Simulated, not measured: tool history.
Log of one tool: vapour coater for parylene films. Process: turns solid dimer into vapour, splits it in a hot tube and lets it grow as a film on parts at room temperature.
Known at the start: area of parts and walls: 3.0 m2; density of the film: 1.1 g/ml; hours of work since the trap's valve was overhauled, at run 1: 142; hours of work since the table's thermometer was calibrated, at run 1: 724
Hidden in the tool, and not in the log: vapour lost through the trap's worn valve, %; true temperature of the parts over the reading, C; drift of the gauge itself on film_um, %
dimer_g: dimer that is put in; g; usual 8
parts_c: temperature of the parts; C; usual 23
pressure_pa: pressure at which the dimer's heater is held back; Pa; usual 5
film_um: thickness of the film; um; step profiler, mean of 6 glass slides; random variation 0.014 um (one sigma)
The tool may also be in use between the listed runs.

run   hour  dimer_g  parts_c  pressure_pa  hours of work since the trap's valve was overhauled  hours of work since the table's thermometer was calibrated  film_um
  1      0        8       23            5                                                  142                                                         724      1.1
  2   44.6        8       23            5                                                  166                                                         748     1.07
  3   63.7        8       23            5                                                  176                                                         758     1.11
  4   93.3        4       23            5                                                  192                                                         775     0.55
  5  118.1        4       23            5                                                  206                                                         788     0.55
  6    151        4       23            5                                                  224                                                         806     0.54
  7  188.3        8       23            5                                                  244                                                         826     1.07
  8  224.1        8       23            5                                                  263                                                         846     1.08
  9  259.4        8       23            5                                                  283                                                         865     1.07
     266.9  -- trap's valve overhauled
 10  296.7        9       20            5                                                   16                                                         883     1.31
 11  335.5        9       28         3.68                                                   37                                                         904     0.92
 12  368.7        9       28         3.68                                                   55                                                         922     0.98
     391.4  -- trap's valve overhauled, once more
 13  393.1        8       27         6.18                                                    1                                                         933     0.91
 14  426.5        8       27         6.18                                                   19                                                         951     0.91
 15  462.9        3       23         4.12                                                   39                                                         971     0.43
 16    494        3       23         4.12                                                   56                                                         988     0.43
 17  514.1        3       23            5                                                   67                                                         999     0.42
 18  533.8       10       17          2.6                                                   77                                                        1010     1.99

The same runs without the tool's hidden state, with the same run-to-run variation:
run  film_um
  1     1.17
  2     1.15
  3     1.19
  4     0.59
  5      0.6
  6     0.59
  7     1.17
  8     1.19
  9     1.19
 10     1.52
 11     1.09
 12     1.15
 13     0.94
 14     0.95
 15     0.45
 16     0.45
 17     0.44
 18     2.12
